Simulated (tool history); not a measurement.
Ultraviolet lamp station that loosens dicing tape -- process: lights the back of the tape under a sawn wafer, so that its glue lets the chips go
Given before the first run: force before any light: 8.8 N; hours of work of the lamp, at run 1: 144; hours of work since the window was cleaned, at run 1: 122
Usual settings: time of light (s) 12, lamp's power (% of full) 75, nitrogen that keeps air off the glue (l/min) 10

run,hour,time of light (s),lamp's power (% of full),nitrogen that keeps air off the glue (l/min),hours of work of the lamp,hours of work since the window was cleaned,force that peels the tape off (N),light that reached the tape (mJ/cm2)
1,0,12,75,10,144,122,0.495,432
2,5.6,12,75,4,147,125,0.871,431
3,12.5,12,75,5,151,129,0.744,437
4,18.1,12,75,5,154,132,0.738,433
5,29.4,12,75,5,160,139,0.747,432
6,41.7,12,75,5,167,145,0.764,428
7,53.7,12,75,18,174,152,0.386,423
8,62.7,12,75,10,179,157,0.502,426
9,69.2,12,75,10,182,161,0.507,425
10,80.1,12,75,10,189,167,0.501,426
11,87.4,12,75,10,193,171,0.513,428
12,94.6,12,75,10,197,175,0.523,424
13,105.9,8,81,10,203,181,0.975,304
14,114.5,9,75,10,208,186,0.924,314
15,120.3,9,75,10,211,189,0.908,314
16,131.4,12,72,7,217,195,0.729,402
17,142.8,12,69,5,223,202,0.912,385
18,149.4,9,84,8,227,205,0.839,349
19,160.7,7,66,10,233,211,1.744,210
20,168.8,13,93,10,238,216,0.313,562
21,178.8,13,93,10,243,221,0.321,552
22,185.2,19,93,10,247,225,0.227,810
23,190.4,19,93,10,250,228,0.228,808

What if the next run were any one of these 3? Each begins from the tool's condition after run 23:
A,202.6,18,78,4,256,235,?,?
B,202.6,12,66,10,256,235,?,?
C,202.6,16,60,4,256,235,?,?

run,force that peels the tape off (N),light that reached the tape (mJ/cm2)
A,0.396,634
B,0.72,362
C,0.845,433
Stripped of hidden state, with their random variation kept, the same runs would have yielded:
run,force that peels the tape off (N),light that reached the tape (mJ/cm2)
A,0.316,728
B,0.547,415
C,0.644,497

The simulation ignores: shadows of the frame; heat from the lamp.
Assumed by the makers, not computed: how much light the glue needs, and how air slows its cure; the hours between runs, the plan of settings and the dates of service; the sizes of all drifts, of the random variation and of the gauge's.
